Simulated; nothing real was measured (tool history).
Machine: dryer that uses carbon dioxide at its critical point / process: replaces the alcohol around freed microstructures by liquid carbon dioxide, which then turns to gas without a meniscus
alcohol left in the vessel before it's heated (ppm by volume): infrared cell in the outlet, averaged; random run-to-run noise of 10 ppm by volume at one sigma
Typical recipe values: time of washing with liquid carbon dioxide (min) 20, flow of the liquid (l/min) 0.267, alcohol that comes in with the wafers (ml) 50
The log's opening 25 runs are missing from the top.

run,hour,time of washing with liquid carbon dioxide (min),flow of the liquid (l/min),alcohol that comes in with the wafers (ml),alcohol left in the vessel before it's heated (ppm by volume)
26,232.3,14,0.258,22,1267
27,240.5,25,0.267,99,515
28,250.2,25,0.267,76,409
29,256.8,14,0.271,50,2465
30,265.9,14,0.271,50,2477
31,277.9,18,0.381,45,206
32,285.6,14,0.216,50,4804
33,296.4,15,0.267,44,1823
34,308.4,20,0.341,21,122
35,320.3,20,0.267,97,1427
36,328.8,20,0.267,97,1431
37,334.4,20,0.267,97,1413
38,342.4,26,0.267,50,247
39,351.6,20,0.190,44,2344
40,363.1,16,0.190,44,4195
41,372.3,18,0.248,36,1113
42,384.1,24,0.324,50,142
43,395.1,26,0.347,67,90
44,402.3,26,0.347,67,100
45,412.5,18,0.162,85,9047
46,422.2,12,0.276,97,6956

Alternative continuations, all from the tool just after run 46; predict every row:
A,431.9,22,0.324,111,?
B,431.9,20,0.448,50,?
C,431.9,15,0.399,59,?
D,431.9,20,0.306,50,?

run,alcohol left in the vessel before it's heated (ppm by volume)
A,407
B,89
C,499
D,412
Without the tool's unlogged condition, the same runs would have read:
run,alcohol left in the vessel before it's heated (ppm by volume)
A,263
B,30
C,347
D,278
